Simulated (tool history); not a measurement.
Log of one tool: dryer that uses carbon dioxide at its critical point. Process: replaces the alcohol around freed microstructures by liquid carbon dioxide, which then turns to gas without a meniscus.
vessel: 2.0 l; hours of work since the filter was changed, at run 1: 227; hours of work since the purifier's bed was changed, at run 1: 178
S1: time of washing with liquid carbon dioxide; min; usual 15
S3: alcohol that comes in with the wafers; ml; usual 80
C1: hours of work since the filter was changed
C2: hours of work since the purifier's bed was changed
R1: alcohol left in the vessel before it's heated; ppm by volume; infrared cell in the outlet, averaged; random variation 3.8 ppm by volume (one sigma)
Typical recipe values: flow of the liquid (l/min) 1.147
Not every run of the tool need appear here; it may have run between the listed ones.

Run 1, hour 0.0: usual settings; C1 227; C2 178. Result: R1 37 ppm by volume.
Run 2, hour 61.7: usual settings but S1 11 min; C1 270; C2 221. Result: R1 158 ppm by volume.
Run 3, hour 111.0: usual settings but S3 81 ml; C1 304; C2 255. Result: R1 56 ppm by volume.
Run 4, hour 166.3: usual settings; C1 342; C2 293. Result: R1 55 ppm by volume.
Run 5, hour 238.0: usual settings but S3 58 ml; C1 391; C2 342. Result: R1 65 ppm by volume.
At hour 250.8: inlet filter changed.
Run 6, hour 277.0: usual settings but S3 58 ml; C1 18; C2 368. Result: R1 53 ppm by volume.
Run 7, hour 316.0: usual settings but S3 58 ml; C1 45; C2 395. Result: R1 56 ppm by volume.
Run 8, hour 357.9: usual settings but flow of the liquid (l/min) 0.750; C1 74; C2 424. Result: R1 290 ppm by volume.
Run 9, hour 389.9: usual settings but flow of the liquid (l/min) 0.750; C1 96; C2 446. Result: R1 298 ppm by volume.
Run 10, hour 443.0: usual settings but flow of the liquid (l/min) 0.750; C1 133; C2 483. Result: R1 305 ppm by volume.
Run 11, hour 476.3: usual settings; C1 156; C2 506. Result: R1 78 ppm by volume.
Run 12, hour 533.6: usual settings; C1 195; C2 546. Result: R1 84 ppm by volume.
At hour 553.3: purifier's bed changed.
Run 13, hour 600.3: usual settings; C1 239; C2 32. Result: R1 17 ppm by volume.
Run 14, hour 663.0: usual settings; C1 283; C2 76. Result: R1 34 ppm by volume.
Run 15, hour 728.0: usual settings; C1 327; C2 121. Result: R1 38 ppm by volume.
Run 16, hour 785.2: usual settings; C1 367; C2 160. Result: R1 46 ppm by volume.
At hour 831.5: inlet filter changed.
Run 17, hour 838.7: usual settings; C1 5; C2 196. Result: R1 38 ppm by volume.
Run 18, hour 897.4: usual settings; C1 46; C2 237. Result: R1 49 ppm by volume.
Run 19, hour 937.4: usual settings but S1 10 min; C1 73; C2 265. Result: R1 214 ppm by volume.
Run 20, hour 997.0: usual settings but S1 10 min; C1 114; C2 306. Result: R1 214 ppm by volume.
Run 21, hour 1052.7: usual settings but S1 10 min; C1 153; C2 344. Result: R1 241 ppm by volume.
Run 22, hour 1116.1: usual settings; C1 197; C2 388. Result: R1 64 ppm by volume.
Run 23, hour 1155.4: usual settings but S3 64 ml; C1 224; C2 415. Result: R1 62 ppm by volume.
Run 24, hour 1217.4: usual settings but S3 84 ml; C1 266; C2 458. Result: R1 76 ppm by volume.
Run 25, hour 1252.1: usual settings but S1 11 min, flow of the liquid (l/min) 1.050, S3 91 ml; C1 290; C2 482. Result: R1 300 ppm by volume.
Run 26, hour 1301.4: usual settings but flow of the liquid (l/min) 1.030, S3 27 ml; C1 324; C2 516. Result: R1 85 ppm by volume.
Run 27, hour 1353.3: usual settings but flow of the liquid (l/min) 0.770, S3 41 ml; C1 360; C2 552. Result: R1 201 ppm by volume.
At hour 1365.7: purifier's bed changed.
At hour 1409.1: inlet filter changed.
Run 28, hour 1409.1: usual settings but S1 18 min, flow of the liquid (l/min) 1.750; C1 0; C2 29. Result: R1 7 ppm by volume.
Run 29, hour 1477.1: usual settings but S1 18 min, flow of the liquid (l/min) 1.750; C1 47; C2 76. Result: R1 12 ppm by volume.
Run 30, hour 1534.3: usual settings but S1 14 min, flow of the liquid (l/min) 1.370, S3 46 ml; C1 86; C2 116. Result: R1 19 ppm by volume.
Run 31, hour 1575.4: usual settings but S1 14 min, flow of the liquid (l/min) 0.880, S3 46 ml; C1 115; C2 144. Result: R1 104 ppm by volume.
Run 32, hour 1646.9: usual settings but S1 9 min, flow of the liquid (l/min) 1.560, S3 90 ml; C1 164; C2 193. Result: R1 84 ppm by volume.
Run 33, hour 1683.4: usual settings but S1 9 min, flow of the liquid (l/min) 1.560, S3 90 ml; C1 189; C2 219. Result: R1 92 ppm by volume.
Run 34, hour 1737.4: usual settings but S1 21 min, S3 35 ml; C1 227; C2 256. Result: R1 41 ppm by volume.
Run 35, hour 1786.2: usual settings but S1 20 min, flow of the liquid (l/min) 1.000, S3 35 ml; C1 260; C2 290. Result: R1 39 ppm by volume.
Run 36, hour 1858.7: usual settings but S1 20 min, flow of the liquid (l/min) 1.000, S3 35 ml; C1 310; C2 340. Result: R1 50 ppm by volume.
Run 37, hour 1892.5: usual settings but S1 14 min; C1 334; C2 363. Result: R1 80 ppm by volume.
Run 38, hour 1932.0: usual settings but S1 14 min; C1 361; C2 390. Result: R1 79 ppm by volume.
At hour 1984.3: inlet filter changed.
Run 39, hour 1991.0: usual settings but S1 14 min; C1 5; C2 430. Result: R1 80 ppm by volume.
Run 40, hour 2033.9: usual settings but S1 12 min, flow of the liquid (l/min) 1.650, S3 55 ml; C1 34; C2 460. Result: R1 66 ppm by volume.
Run 41, hour 2100.0: usual settings but S1 12 min, flow of the liquid (l/min) 1.650, S3 55 ml; C1 80; C2 506. Result: R1 68 ppm by volume.
Run 42, hour 2161.7: usual settings but S1 14 min, S3 35 ml; C1 122; C2 548. Result: R1 82 ppm by volume.
At hour 2179.0: purifier's bed changed.
Run 43, hour 2236.9: usual settings but S1 11 min, S3 91 ml; C1 172; C2 40. Result: R1 141 ppm by volume.
Run 44, hour 2296.5: usual settings but S1 11 min, S3 91 ml; C1 213; C2 81. Result: R1 141 ppm by volume.
Run 45, hour 2368.5: usual settings but S1 11 min, S3 91 ml; C1 263; C2 131. Result: R1 150 ppm by volume.
Run 46, hour 2436.6: usual settings but S1 11 min, S3 91 ml; C1 310; C2 178. Result: R1 171 ppm by volume.

Each row is a separate what-if for the run after 46, all from the same tool condition, not one after another. Results?
Run A, hour 2494.4: usual settings but S1 17 min, flow of the liquid (l/min) 0.760, S3 25 ml; C1 350; C2 218. Result: R1 ?.
Run B, hour 2494.4: usual settings but S1 20 min, S3 91 ml; C1 350; C2 218. Result: R1 ?.
Run C, hour 2494.4: usual settings but S1 9 min, flow of the liquid (l/min) 1.050, S3 115 ml; C1 350; C2 218. Result: R1 ?.
Run D, hour 2494.4: usual settings but S1 13 min, flow of the liquid (l/min) 1.000, S3 39 ml; C1 350; C2 218. Result: R1 ?.

run   R1
  A   73
  B   36
  C  855
  D   93
Stripped of hidden state, with their random variation kept, the same runs would have yielded:
run   R1
  A   34
  B    7
  C  661
  D   50
